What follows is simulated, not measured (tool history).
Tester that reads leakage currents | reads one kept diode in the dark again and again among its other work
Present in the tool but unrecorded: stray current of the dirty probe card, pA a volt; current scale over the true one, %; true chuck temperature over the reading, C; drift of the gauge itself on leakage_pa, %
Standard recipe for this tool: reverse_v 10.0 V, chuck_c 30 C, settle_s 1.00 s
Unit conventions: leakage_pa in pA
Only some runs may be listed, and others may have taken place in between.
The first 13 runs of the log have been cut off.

run	hour	reverse_v	chuck_c	settle_s	hours of work since the probe card was cleaned	hours of work since the tester was calibrated	hours of work since the chuck was calibrated	leakage_pa
14	314.0	8.2	30	1.00	721	1152	512	374.31
15	336.5	8.2	30	1.00	735	1165	525	374.36
16	357.2	1.3	30	1.00	747	1177	537	185.81
17	383.9	10.0	30	1.29	762	1193	553	402.56
18	397.6	10.0	30	1.29	771	1201	561	402.78
19	429.3	17.5	43	1.29	789	1219	580	1613.01
20	444.3	10.0	21	1.00	798	1228	589	170.60
21	461.9	8.1	55	0.38	808	1239	599	3299.81
22	480.6	8.1	55	0.38	819	1250	610	3270.81
23	499.4	3.9	44	0.53	830	1261	621	991.50
24	514.0	6.9	20	1.00	839	1269	630	133.69
25	544.6	19.5	30	2.91	857	1287	648	517.73
26	560.6	19.5	30	2.91	866	1297	657	519.10
27	592.9	7.8	30	0.45	885	1316	676	367.31
28	607.3	7.8	30	0.45	894	1324	685	371.70
29	620.7	17.6	30	2.02	902	1332	692	500.62
30	652.6	1.1	23	1.00	921	1351	711	89.01
31	673.1	5.0	49	0.39	933	1363	723	1677.99
32	689.0	5.0	49	0.39	942	1372	733	1666.22
33	721.6	5.0	49	0.39	961	1392	752	1664.36
34	750.3	2.2	24	0.39	978	1408	769	128.29
35	774.8	2.2	24	0.39	992	1423	783	128.70

Alternative continuations, all from the tool just after run 35; predict every row:
A	805.6	13.8	31	2.45	1011	1441	801	?
B	805.6	2.0	37	2.08	1011	1441	801	?
C	805.6	2.2	50	0.33	1011	1441	801	?
D	805.6	17.4	32	0.49	1011	1441	801	?
E	805.6	2.1	30	7.35	1011	1441	801	?

run	leakage_pa
A	502.65
B	415.40
C	1333.41
D	602.37
E	223.11
The same runs, with their run-to-run variation unchanged, on a tool lacking any hidden condition would have given:
run	leakage_pa
A	501.81
B	414.75
C	1331.51
D	601.37
E	222.74
